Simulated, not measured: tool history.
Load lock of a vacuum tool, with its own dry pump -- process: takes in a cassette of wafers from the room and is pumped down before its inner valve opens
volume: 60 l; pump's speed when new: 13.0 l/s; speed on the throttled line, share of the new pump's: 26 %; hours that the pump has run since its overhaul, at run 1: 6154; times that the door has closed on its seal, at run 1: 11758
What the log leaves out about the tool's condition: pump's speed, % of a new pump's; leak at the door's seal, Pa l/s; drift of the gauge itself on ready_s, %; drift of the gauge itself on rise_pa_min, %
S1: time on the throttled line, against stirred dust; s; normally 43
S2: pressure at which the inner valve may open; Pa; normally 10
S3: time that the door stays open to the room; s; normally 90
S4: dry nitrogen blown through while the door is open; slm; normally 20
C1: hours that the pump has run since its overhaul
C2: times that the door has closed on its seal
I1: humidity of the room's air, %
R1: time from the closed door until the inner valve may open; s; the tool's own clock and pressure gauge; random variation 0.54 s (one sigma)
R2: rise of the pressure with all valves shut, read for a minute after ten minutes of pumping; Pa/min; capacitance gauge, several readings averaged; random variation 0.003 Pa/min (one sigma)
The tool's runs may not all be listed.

Run 1, hour 0.0: usual settings; C1 6154; C2 11758; I1 44.0. Result: R1 80.5 s, R2 0.052 Pa/min.
Run 2, hour 89.0: usual settings but S2 19 Pa; C1 6243; C2 12118; I1 48.3. Result: R1 77.6 s, R2 0.060 Pa/min.
Run 3, hour 149.8: usual settings; C1 6304; C2 12364; I1 50.0. Result: R1 81.3 s, R2 0.061 Pa/min.
Run 4, hour 247.9: usual settings; C1 6402; C2 12760; I1 46.6. Result: R1 81.7 s, R2 0.064 Pa/min.
Run 5, hour 321.0: usual settings; C1 6475; C2 13056; I1 47.6. Result: R1 81.7 s, R2 0.056 Pa/min.
Run 6, hour 405.1: usual settings; C1 6560; C2 13397; I1 46.4. Result: R1 80.8 s, R2 0.063 Pa/min.
Run 7, hour 465.1: usual settings; C1 6620; C2 13639; I1 40.6. Result: R1 82.3 s, R2 0.059 Pa/min.
Run 8, hour 586.3: usual settings but S2 12 Pa, S3 97 s; C1 6741; C2 14130; I1 45.4. Result: R1 81.2 s, R2 0.061 Pa/min.
Run 9, hour 667.8: usual settings but S2 12 Pa, S3 97 s; C1 6822; C2 14459; I1 44.2. Result: R1 81.8 s, R2 0.055 Pa/min.
Run 10, hour 735.4: usual settings but S2 17 Pa, S4 22 slm; C1 6890; C2 14733; I1 44.1. Result: R1 78.5 s, R2 0.058 Pa/min.
Run 11, hour 846.3: usual settings but S2 11 Pa, S4 22 slm; C1 7001; C2 15181; I1 45.1. Result: R1 82.1 s, R2 0.055 Pa/min.

Below are 4 alternative next runs, each starting from the tool's condition after run 11. Predict each:
Run A, hour 932.2: usual settings but S1 37 s, S4 15 slm; C1 7087; C2 15529; I1 45.8. Result: R1 ?, R2 ?.
Run B, hour 932.2: usual settings but S1 44 s; C1 7087; C2 15529; I1 44.1. Result: R1 ?, R2 ?.
Run C, hour 932.2: usual settings but S1 59 s, S3 112 s; C1 7087; C2 15529; I1 45.7. Result: R1 ?, R2 ?.
Run D, hour 932.2: usual settings but S1 25 s, S4 8 slm; C1 7087; C2 15529; I1 43.1. Result: R1 ?, R2 ?.

run    R1     R2
  A  78.7  0.071
  B  82.4  0.063
  C  92.8  0.066
  D  69.9  0.082
Had the tool no hidden state, the same runs would have come out as:
run    R1     R2
  A  70.7  0.053
  B  74.8  0.046
  C  86.2  0.049
  D  61.1  0.066
